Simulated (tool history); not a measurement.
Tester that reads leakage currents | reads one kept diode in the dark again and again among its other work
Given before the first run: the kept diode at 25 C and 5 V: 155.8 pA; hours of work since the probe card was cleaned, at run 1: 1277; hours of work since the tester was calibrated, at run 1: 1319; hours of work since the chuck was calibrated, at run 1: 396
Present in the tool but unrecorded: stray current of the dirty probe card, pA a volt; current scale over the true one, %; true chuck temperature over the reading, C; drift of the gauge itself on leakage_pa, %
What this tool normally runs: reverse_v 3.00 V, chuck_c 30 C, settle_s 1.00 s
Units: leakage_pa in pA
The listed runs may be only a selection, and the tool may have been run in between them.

run,hour,reverse_v,chuck_c,settle_s,hours of work since the probe card was cleaned,hours of work since the tester was calibrated,hours of work since the chuck was calibrated,leakage_pa
1,0.0,3.00,30,1.00,1277,1319,396,208.45
2,25.9,1.26,30,1.00,1297,1339,417,149.22
3,64.5,3.00,30,1.00,1328,1369,447,207.98
4,98.7,3.00,30,1.00,1355,1396,474,208.42
5,124.7,3.00,30,1.00,1375,1417,494,207.32
6,157.4,3.00,30,0.82,1401,1442,520,208.50
7,185.8,3.00,22,1.00,1423,1465,542,99.16
8,221.3,3.00,22,1.00,1451,1493,570,98.20
9,245.0,3.00,22,1.00,1470,1511,589,99.26
10,274.7,7.12,51,6.03,1493,1535,612,1772.22
11,311.2,8.23,30,6.74,1522,1563,641,306.24
12,334.9,7.36,26,4.52,1540,1582,659,205.14
13,369.6,7.36,26,4.52,1568,1609,687,204.92
14,397.9,1.26,32,1.00,1590,1631,709,175.61
15,431.9,1.92,31,0.35,1616,1658,736,190.03
16,467.0,1.48,27,8.04,1644,1686,763,117.47

Alternative continuations, all from the tool just after run 16; predict every row:
A,500.3,1.88,43,2.60,1670,1712,789,?
B,500.3,3.00,30,0.98,1670,1712,789,?
C,500.3,3.00,30,3.17,1670,1712,789,?
D,500.3,1.48,20,8.04,1670,1712,789,?

run,leakage_pa
A,541.51
B,203.69
C,202.68
D,60.50
With no hidden state in the tool, these same runs would have given:
run,leakage_pa
A,567.87
B,208.85
C,207.83
D,60.80
